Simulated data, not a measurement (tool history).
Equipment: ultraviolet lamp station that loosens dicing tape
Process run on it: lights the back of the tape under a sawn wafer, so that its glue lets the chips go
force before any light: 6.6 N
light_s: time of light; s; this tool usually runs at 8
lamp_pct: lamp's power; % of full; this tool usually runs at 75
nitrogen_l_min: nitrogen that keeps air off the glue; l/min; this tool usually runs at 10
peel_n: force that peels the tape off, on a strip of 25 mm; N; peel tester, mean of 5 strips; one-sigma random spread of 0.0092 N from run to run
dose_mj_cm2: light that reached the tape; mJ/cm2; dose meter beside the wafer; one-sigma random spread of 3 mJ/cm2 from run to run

run     day  light_s  lamp_pct  nitrogen_l_min  peel_n  dose_mj_cm2
  1   0.000        8        75              10   0.645          379
  2   1.196        8        75              10   0.625          373
  3   2.017        6        75              10   1.112          272
  4   3.354        5        75              10   1.438          224
  5   4.025        8        75              10   0.646          356
  6   5.375        8        75              10   0.689          354
  7   6.025        8        75              10   0.669          353
  8   7.012        8        75              10   0.704          350
  9   7.700        8        75              10   0.688          351
 10   8.429        8        75              10   0.703          344
      9.512  -- window cleaned of glue's vapour
 11   9.792        8        75              10   0.621          369
 12  10.700       10        75              10   0.356          461
 13  11.733       10        75              10   0.374          455
 14  12.412        5        75              10   1.487          226
 15  13.350        8        62              12   0.913          297
 16  14.829        8        62              12   0.954          293
 17  15.792        8        71               5   1.019          335
 18  16.925        5        85               5   1.602          249
 19  18.129        5        85               5   1.578          241
 20  19.000        5        85               5   1.662          243
 21  20.367       11        67               4   0.726          414
 22  21.083        8        75               3   1.218          336
 23  22.446        8        75               3   1.219          330

How would selected steps in peel_n from run to run divide? Give the signed amount a tool lacking its hidden state would still show from settings, what came in and random variation, and the signed amount left for the hidden state, including any gauge scatter that is not in both of the compared results.
The tool's hidden condition here consists of: lamp's light, % of a new lamp's; light that the window lets through, % of a clean one's; drift of the gauge itself on peel_n, %; drift of the gauge itself on dose_mj_cm2, %.
Run 13 -> 14: light_s 10 -> 5. peel_n +1.113 N: hidden state +0.281, all else +0.832.
Run 20 -> 21: light_s 5 -> 11, lamp_pct 85 -> 67, nitrogen_l_min 5 -> 4. peel_n -0.936 N: hidden state -0.226, all else -0.710.
